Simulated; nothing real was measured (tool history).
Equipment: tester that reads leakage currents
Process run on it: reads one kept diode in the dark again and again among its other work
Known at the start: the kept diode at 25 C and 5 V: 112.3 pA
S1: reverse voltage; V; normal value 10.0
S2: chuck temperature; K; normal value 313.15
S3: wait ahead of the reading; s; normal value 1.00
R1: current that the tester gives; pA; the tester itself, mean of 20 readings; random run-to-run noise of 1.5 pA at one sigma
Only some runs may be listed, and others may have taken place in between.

run	hour	S1	S2	S3	R1
1	0.0	10.0	313.15	1.00	544.18
# hour 27.8: probe card cleaned and baked
# hour 112.7: tester calibrated
# hour 170.4: chuck's temperature calibrated
2	178.2	10.0	313.15	1.00	497.38
3	329.2	2.5	313.15	1.00	325.51
4	473.1	10.0	313.15	1.00	503.95
5	566.6	10.0	321.15	1.00	954.11
6	666.2	10.0	321.15	1.00	954.30
7	849.3	10.0	321.15	1.00	970.52
8	958.9	10.0	321.15	1.00	976.48
9	1157.2	10.0	294.15	1.00	108.36
10	1329.8	1.9	313.15	1.00	318.51
11	1426.1	1.9	313.15	1.00	322.01
# hour 1556.5: chuck's temperature calibrated
12	1594.9	10.0	312.15	1.00	460.74
13	1727.4	10.0	313.15	6.42	500.76
14	1820.6	10.0	313.15	1.00	506.50
15	1989.0	10.0	313.15	1.00	513.37
16	2081.7	7.8	295.15	4.52	105.30
17	2239.4	10.0	301.15	4.50	192.98
18	2345.5	10.0	306.15	1.00	296.97
19	2525.9	14.1	330.15	0.35	2128.07
20	2712.4	14.1	300.15	0.35	213.49
21	2858.3	10.6	294.15	1.20	114.60
# hour 2921.1: probe card cleaned and baked
# hour 2948.2: chuck's temperature calibrated
22	2971.5	5.0	297.15	5.71	101.44
23	3078.9	3.1	324.15	0.58	811.04
24	3208.3	3.1	324.15	0.58	816.45
25	3334.8	3.1	324.15	0.58	815.54
26	3437.6	3.1	324.15	0.58	829.28
27	3599.4	8.5	303.15	1.00	213.50
28	3735.7	8.5	303.15	1.00	216.24
29	3828.7	3.8	303.15	0.35	170.69

Below are 4 alternative next runs, each starting from the tool's condition after run 29. Predict each:
A	3954.0	3.8	311.15	0.35	?
B	3954.0	3.5	312.15	8.50	?
C	3954.0	10.0	294.15	1.00	?
D	3954.0	3.8	314.15	0.47	?

run	R1
A	331.66
B	347.18
C	106.48
D	421.49
With no hidden state in the tool, these same runs would have given:
run	R1
A	315.00
B	329.81
C	99.02
D	400.89
